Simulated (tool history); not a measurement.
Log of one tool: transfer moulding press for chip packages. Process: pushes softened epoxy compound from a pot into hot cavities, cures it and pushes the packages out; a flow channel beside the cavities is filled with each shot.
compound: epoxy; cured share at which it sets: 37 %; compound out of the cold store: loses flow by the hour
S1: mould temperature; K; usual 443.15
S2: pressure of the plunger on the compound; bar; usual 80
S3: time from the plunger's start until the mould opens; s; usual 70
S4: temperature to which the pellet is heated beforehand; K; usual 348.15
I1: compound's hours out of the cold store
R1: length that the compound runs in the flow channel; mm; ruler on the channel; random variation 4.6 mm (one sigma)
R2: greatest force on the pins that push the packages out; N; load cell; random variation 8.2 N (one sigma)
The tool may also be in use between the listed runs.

Run 1, hour 0: usual settings; I1 31.5. Result: R1 680 mm, R2 574 N.
Run 2, hour 8.7: usual settings but S2 90.3 bar; I1 26.5. Result: R1 748 mm, R2 594 N.
Run 3, hour 15.9: usual settings but S2 90.3 bar; I1 33.6. Result: R1 721 mm, R2 610 N.
Run 4, hour 26.5: usual settings but S2 90.3 bar; I1 47.8. Result: R1 668 mm, R2 632 N.
Run 5, hour 36.9: usual settings but S4 344.15 K; I1 21.7. Result: R1 719 mm, R2 670 N.
At hour 39.6: cavities cleaned with cleaning compound and waxed.
Run 6, hour 47.3: usual settings but S2 73.3 bar; I1 40.4. Result: R1 623 mm, R2 402 N.
Run 7, hour 52.5: usual settings but S2 73.3 bar; I1 34.4. Result: R1 645 mm, R2 454 N.
Run 8, hour 62.9: usual settings; I1 39.7. Result: R1 657 mm, R2 504 N.
Run 9, hour 67.9: usual settings but S3 69 s; I1 36.7. Result: R1 662 mm, R2 506 N.
Run 10, hour 72.9: usual settings but S3 69 s; I1 11.7. Result: R1 756 mm, R2 559 N.
Run 11, hour 78.9: usual settings but S2 71.4 bar; I1 16.1. Result: R1 700 mm, R2 582 N.
Run 12, hour 88.2: usual settings but S2 71.4 bar; I1 28.7. Result: R1 646 mm, R2 626 N.
Run 13, hour 96: usual settings but S1 450.15 K, S2 71.4 bar; I1 41.6. Result: R1 600 mm, R2 532 N.
Run 14, hour 101.9: usual settings but S1 440.15 K, S2 71.4 bar, S3 78 s, S4 353.15 K; I1 30.9. Result: R1 648 mm, R2 582 N.
Run 15, hour 109.1: usual settings but S1 440.15 K, S2 71.4 bar, S3 78 s, S4 353.15 K; I1 22.8. Result: R1 673 mm, R2 632 N.
At hour 113.4: cavities cleaned with cleaning compound and waxed.
Run 16, hour 116.1: usual settings but S1 437.15 K, S2 82.6 bar, S3 50 s, S4 354.15 K; I1 33.4. Result: R1 693 mm, R2 1052 N.
Run 17, hour 123.1: usual settings but S1 438.15 K, S2 82.6 bar, S3 50 s, S4 347.15 K; I1 13.8. Result: R1 764 mm, R2 1351 N.
Run 18, hour 128.2: usual settings but S1 439.15 K, S2 61.1 bar, S3 59 s, S4 350.15 K; I1 13. Result: R1 658 mm, R2 895 N.
Run 19, hour 134.3: usual settings but S1 447.15 K, S2 96.3 bar, S3 76 s, S4 352.15 K; I1 46.1. Result: R1 677 mm, R2 429 N.
Run 20, hour 139: usual settings but S1 447.15 K, S2 96.3 bar, S3 76 s, S4 352.15 K; I1 36.3. Result: R1 714 mm, R2 452 N.
Run 21, hour 147.5: usual settings but S1 447.15 K, S2 96.3 bar, S3 76 s, S4 352.15 K; I1 38.9. Result: R1 708 mm, R2 483 N.
Run 22, hour 152.1: usual settings but S1 436.15 K, S2 63.5 bar, S3 67 s, S4 342.15 K; I1 30.2. Result: R1 608 mm, R2 930 N.
Run 23, hour 162.6: usual settings but S1 449.15 K, S3 62 s, S4 344.15 K; I1 42.9. Result: R1 625 mm, R2 561 N.
Run 24, hour 169.2: usual settings but S1 449.15 K, S3 62 s, S4 344.15 K; I1 37.8. Result: R1 630 mm, R2 599 N.
Run 25, hour 178.1: usual settings but S1 449.15 K, S2 60 bar, S3 62 s, S4 344.15 K; I1 47. Result: R1 528 mm, R2 599 N.

Forecast each of these 5 alternatives for the next run:
At hour 187.1: cavities cleaned with cleaning compound and waxed.
Run A, hour 187.2: usual settings but S1 449.15 K, S2 73.2 bar, S3 62 s, S4 341.15 K; I1 42.2. Result: R1 ?, R2 ?.
At hour 187.1: cavities cleaned with cleaning compound and waxed.
Run B, hour 187.2: usual settings but S1 438.15 K, S2 72.5 bar, S3 62 s, S4 344.15 K; I1 13.5. Result: R1 ?, R2 ?.
At hour 187.1: cavities cleaned with cleaning compound and waxed.
Run C, hour 187.2: usual settings but S1 442.15 K, S3 84 s, S4 355.15 K; I1 35.3. Result: R1 ?, R2 ?.
At hour 187.1: cavities cleaned with cleaning compound and waxed.
Run D, hour 187.2: usual settings but S1 450.15 K, S4 343.15 K; I1 13.7. Result: R1 ?, R2 ?.
At hour 187.1: cavities cleaned with cleaning compound and waxed.
Run E, hour 187.2: usual settings but S1 449.15 K, S2 74.5 bar, S3 62 s, S4 344.15 K; I1 26.4. Result: R1 ?, R2 ?.

run   R1   R2
  A  594  345
  B  707  628
  C  661  311
  D  732  289
  E  654  348
Without the tool's hidden state the same runs would have given:
run   R1   R2
  A  625  347
  B  745  651
  C  695  310
  D  770  288
  E  688  351
